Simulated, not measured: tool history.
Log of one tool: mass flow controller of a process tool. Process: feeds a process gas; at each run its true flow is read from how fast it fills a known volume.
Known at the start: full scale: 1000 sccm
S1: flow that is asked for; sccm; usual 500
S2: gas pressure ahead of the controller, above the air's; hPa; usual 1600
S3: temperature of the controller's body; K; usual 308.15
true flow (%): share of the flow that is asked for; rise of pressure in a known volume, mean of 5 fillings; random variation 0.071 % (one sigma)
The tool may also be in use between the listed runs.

run 1 hour=0 | S1=500 S2=1600 S3=308.15 | true_flow_(%)=99.9
run 2 hour=67.1 | S1=500 S2=2630 S3=308.15 | true_flow_(%)=99.38
run 3 hour=135.3 | S1=500 S2=1600 S3=308.15 | true_flow_(%)=99.98
run 4 hour=214.4 | S1=500 S2=1600 S3=308.15 | true_flow_(%)=99.98
run 5 hour=288.2 | S1=500 S2=1600 S3=308.15 | true_flow_(%)=99.96
run 6 hour=335.5 | S1=500 S2=1570 S3=308.15 | true_flow_(%)=100.1
run 7 hour=405.3 | S1=500 S2=1600 S3=294.15 | true_flow_(%)=99.05
run 8 hour=497.6 | S1=950 S2=1600 S3=294.15 | true_flow_(%)=100.17
run 9 hour=544.6 | S1=143 S2=2160 S3=294.15 | true_flow_(%)=98.15
run 10 hour=620.1 | S1=155 S2=1690 S3=294.15 | true_flow_(%)=98.15
run 11 hour=712 | S1=234 S2=1600 S3=308.15 | true_flow_(%)=99.76
run 12 hour=788.2 | S1=234 S2=1600 S3=308.15 | true_flow_(%)=99.88
run 13 hour=839.4 | S1=622 S2=2360 S3=304.15 | true_flow_(%)=100.04
run 14 hour=908.4 | S1=115 S2=2780 S3=296.15 | true_flow_(%)=98.1
run 15 hour=973.5 | S1=500 S2=1600 S3=294.15 | true_flow_(%)=99.51
run 16 hour=1061.4 | S1=156 S2=1600 S3=312.15 | true_flow_(%)=100.09

4 ways to go on from here, each from the tool as it stands after run 16. What would each give?
run A hour=1099.4 | S1=170 S2=2690 S3=313.15 | true_flow_(%)=?
run B hour=1099.4 | S1=854 S2=1600 S3=312.15 | true_flow_(%)=?
run C hour=1099.4 | S1=502 S2=1600 S3=308.15 | true_flow_(%)=?
run D hour=1099.4 | S1=137 S2=1690 S3=308.15 | true_flow_(%)=?

run=A true_flow_(%)=99.97
run=B true_flow_(%)=101.73
run=C true_flow_(%)=100.73
run=D true_flow_(%)=99.9
Without the tool's hidden state the same runs would have given:
run=A true_flow_(%)=99.16
run=B true_flow_(%)=100.91
run=C true_flow_(%)=99.92
run=D true_flow_(%)=99.09
